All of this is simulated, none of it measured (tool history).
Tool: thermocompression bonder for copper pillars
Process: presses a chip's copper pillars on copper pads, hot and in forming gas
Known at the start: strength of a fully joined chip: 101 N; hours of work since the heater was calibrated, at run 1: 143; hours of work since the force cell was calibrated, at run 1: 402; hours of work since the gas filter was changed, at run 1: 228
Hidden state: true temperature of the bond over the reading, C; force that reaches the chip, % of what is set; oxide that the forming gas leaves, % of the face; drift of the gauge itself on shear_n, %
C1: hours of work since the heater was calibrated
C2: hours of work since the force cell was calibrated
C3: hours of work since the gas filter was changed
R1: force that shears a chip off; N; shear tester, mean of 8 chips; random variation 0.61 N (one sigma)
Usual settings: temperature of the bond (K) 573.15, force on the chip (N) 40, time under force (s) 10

Run 1, hour 0.0: usual settings; C1 143; C2 402; C3 228. Result: R1 68.6 N.
Run 2, hour 39.9: usual settings; C1 174; C2 433; C3 259. Result: R1 67.3 N.
Run 3, hour 95.3: usual settings but force on the chip (N) 47; C1 217; C2 476; C3 302. Result: R1 73.6 N.
Run 4, hour 146.9: usual settings but temperature of the bond (K) 590.15; C1 257; C2 515; C3 342. Result: R1 74.1 N.
Run 5, hour 202.4: usual settings but temperature of the bond (K) 590.15; C1 300; C2 558; C3 385. Result: R1 73.7 N.
Run 6, hour 254.8: usual settings but temperature of the bond (K) 590.15; C1 340; C2 599; C3 425. Result: R1 73.8 N.
At hour 267.7: forming gas filter changed.
Run 7, hour 316.1: usual settings; C1 387; C2 646; C3 37. Result: R1 69.9 N.
Run 8, hour 386.2: usual settings; C1 441; C2 700; C3 92. Result: R1 69.9 N.
Run 9, hour 427.9: usual settings but temperature of the bond (K) 598.15, force on the chip (N) 34; C1 474; C2 732; C3 124. Result: R1 73.4 N.
Run 10, hour 507.7: usual settings but temperature of the bond (K) 590.15, time under force (s) 8; C1 535; C2 794; C3 185. Result: R1 71.8 N.
Run 11, hour 569.5: usual settings but temperature of the bond (K) 602.15, force on the chip (N) 53, time under force (s) 21; C1 583; C2 842; C3 233. Result: R1 92.9 N.
Run 12, hour 658.5: usual settings but temperature of the bond (K) 555.15, force on the chip (N) 33, time under force (s) 5; C1 652; C2 910; C3 302. Result: R1 38.0 N.
Run 13, hour 716.2: usual settings but force on the chip (N) 55; C1 696; C2 955; C3 347. Result: R1 78.6 N.
Run 14, hour 805.4: usual settings but temperature of the bond (K) 591.15, force on the chip (N) 44; C1 765; C2 1024; C3 416. Result: R1 76.0 N.
At hour 834.7: forming gas filter changed.
Run 15, hour 868.2: usual settings but temperature of the bond (K) 591.15, force on the chip (N) 44; C1 814; C2 1072; C3 26. Result: R1 82.4 N.

5 ways to go on from here, each from the tool as it stands after run 15. What would each give?
Run A, hour 912.4: usual settings but temperature of the bond (K) 562.15, force on the chip (N) 31; C1 848; C2 1106; C3 60. Result: R1 ?.
Run B, hour 912.4: usual settings but temperature of the bond (K) 568.15; C1 848; C2 1106; C3 60. Result: R1 ?.
Run C, hour 912.4: usual settings but force on the chip (N) 35; C1 848; C2 1106; C3 60. Result: R1 ?.
Run D, hour 912.4: usual settings but temperature of the bond (K) 556.15, force on the chip (N) 39; C1 848; C2 1106; C3 60. Result: R1 ?.
Run E, hour 912.4: usual settings but temperature of the bond (K) 599.15, force on the chip (N) 49; C1 848; C2 1106; C3 60. Result: R1 ?.

run    R1
  A  51.8
  B  66.6
  C  63.5
  D  59.4
  E  88.4
Without the tool's hidden state the same runs would have given:
run    R1
  A  51.5
  B  66.4
  C  63.1
  D  59.1
  E  88.5

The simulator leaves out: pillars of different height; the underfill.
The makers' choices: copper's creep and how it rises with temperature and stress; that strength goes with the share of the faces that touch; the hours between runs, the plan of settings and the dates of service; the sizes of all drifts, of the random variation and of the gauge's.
